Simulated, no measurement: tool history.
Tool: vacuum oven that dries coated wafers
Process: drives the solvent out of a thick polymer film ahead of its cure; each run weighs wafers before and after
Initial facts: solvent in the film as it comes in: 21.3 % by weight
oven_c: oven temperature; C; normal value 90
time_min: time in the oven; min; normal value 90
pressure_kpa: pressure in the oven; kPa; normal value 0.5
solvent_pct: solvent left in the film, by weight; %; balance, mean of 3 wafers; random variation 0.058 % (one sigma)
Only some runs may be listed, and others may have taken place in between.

run,day,oven_c,time_min,pressure_kpa,solvent_pct
1,0,90,90,0.5,2.95
2,0.25,90,90,0.5,2.93
3,0.742,90,90,0.5,2.97
4,1.158,90,90,0.5,3.14
5,1.492,90,90,0.5,2.93
6,1.954,90,90,0.5,2.92
7,2.317,90,90,0.5,2.89
8,2.742,92,90,0.5,2.61
9,3.288,92,90,0.414,2.49
10,3.671,82,134,0.412,2.81
11,4.062,82,134,0.412,2.81
12,4.538,82,135,0.412,2.82
13,4.983,82,71,0.518,6.3
14,5.517,82,48,0.311,8.54
15,6,77,90,1.811,8.23
16,6.6,80,88,0.875,6.36

Missing from the log above: 2 entries noted between runs. For each, name the pair of listed runs it sits between and say how the tool's hidden condition differs from the listed run just before to the listed run just after:
Run 11 -> run 12: oven's thermocouples calibrated (day 4.171)
  true wafer temperature over the reading, C: 0.28 -> 0.47; true pressure over the reading, kPa: 0.166 -> 0.169
  difference, measured minus the result without the unlogged condition, solvent_pct: +0.14 -> +0.1 %
Run 13 -> run 14: oven's thermocouples calibrated, once more (day 5.404)
  true wafer temperature over the reading, C: 0.46 -> 0.23; true pressure over the reading, kPa: 0.172 -> 0.175
  difference, measured minus the result without the unlogged condition, solvent_pct: +0.03 -> +0.08 %

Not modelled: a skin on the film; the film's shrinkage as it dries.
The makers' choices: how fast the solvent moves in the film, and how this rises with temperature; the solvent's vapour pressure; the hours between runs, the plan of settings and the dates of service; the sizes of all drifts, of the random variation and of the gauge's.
